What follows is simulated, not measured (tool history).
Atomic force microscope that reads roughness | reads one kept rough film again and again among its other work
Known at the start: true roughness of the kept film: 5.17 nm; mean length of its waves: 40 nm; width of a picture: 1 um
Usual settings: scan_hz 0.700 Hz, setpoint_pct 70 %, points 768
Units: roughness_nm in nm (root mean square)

run,hour,scan_hz,setpoint_pct,points,roughness_nm
1,0.0,0.700,70,768,4.810
2,6.6,0.700,87,768,4.750
3,15.2,0.700,87,768,4.692
4,21.6,0.700,87,768,4.756
5,26.2,0.700,87,768,4.735
6,34.7,0.700,87,768,4.740
7,39.8,0.700,87,768,4.720
8,47.9,0.700,87,768,4.753
9,55.6,0.700,70,768,4.781
10,62.1,0.700,70,768,4.815
11,67.5,0.700,82,768,4.766
12,74.0,0.700,70,997,4.798
13,83.0,3.608,70,997,4.543
14,91.9,0.700,70,458,4.794
15,96.0,0.700,70,938,4.793
16,100.3,0.700,70,938,4.799
17,106.2,0.700,70,938,4.799
18,112.2,0.700,70,938,4.818
19,120.2,0.700,70,938,4.780
20,126.5,0.700,70,938,4.763
21,134.0,0.700,70,595,4.756
22,140.4,0.700,70,768,4.805
23,146.6,0.700,70,768,4.773
24,153.3,0.700,70,768,4.751
25,157.3,0.700,84,768,4.703
26,161.9,0.700,84,768,4.709
27,166.7,0.700,70,768,4.793
# hour 168.6: new tip fitted
28,171.8,0.700,70,768,4.784
29,179.1,3.109,70,768,4.650
30,184.5,0.974,58,664,4.820
31,189.1,0.974,62,588,4.805
32,194.6,0.729,70,332,4.762
33,198.3,0.729,70,332,4.776
34,207.1,0.700,63,768,4.841
35,213.7,0.700,63,768,4.856
36,222.3,1.385,76,868,4.717
37,226.8,1.497,59,826,4.801
38,235.1,1.497,59,826,4.806
39,243.1,0.700,60,294,4.797
40,251.7,0.700,70,814,4.827
41,255.4,0.938,67,260,4.742
42,259.3,0.938,67,260,4.775
43,265.1,2.496,84,998,4.441
44,270.5,3.250,84,572,4.369
45,279.6,0.700,66,768,4.795
46,288.6,1.303,70,344,4.701
47,296.0,1.303,70,409,4.732
48,302.0,0.808,58,768,4.783
49,307.6,0.808,58,768,4.831
50,312.7,0.808,58,768,4.870
51,321.2,2.386,76,689,4.593
52,330.1,2.386,76,689,4.576
53,335.9,3.748,76,268,4.407

4 ways to go on from here, each from the tool as it stands after run 53. What would each give?
A,344.7,1.129,65,268,?
B,344.7,1.609,74,899,?
C,344.7,3.748,86,268,?
D,344.7,3.748,80,344,?

run,roughness_nm
A,4.722
B,4.712
C,4.223
D,4.355
Without the tool's hidden state the same runs would have given:
run,roughness_nm
A,4.734
B,4.724
C,4.233
D,4.366
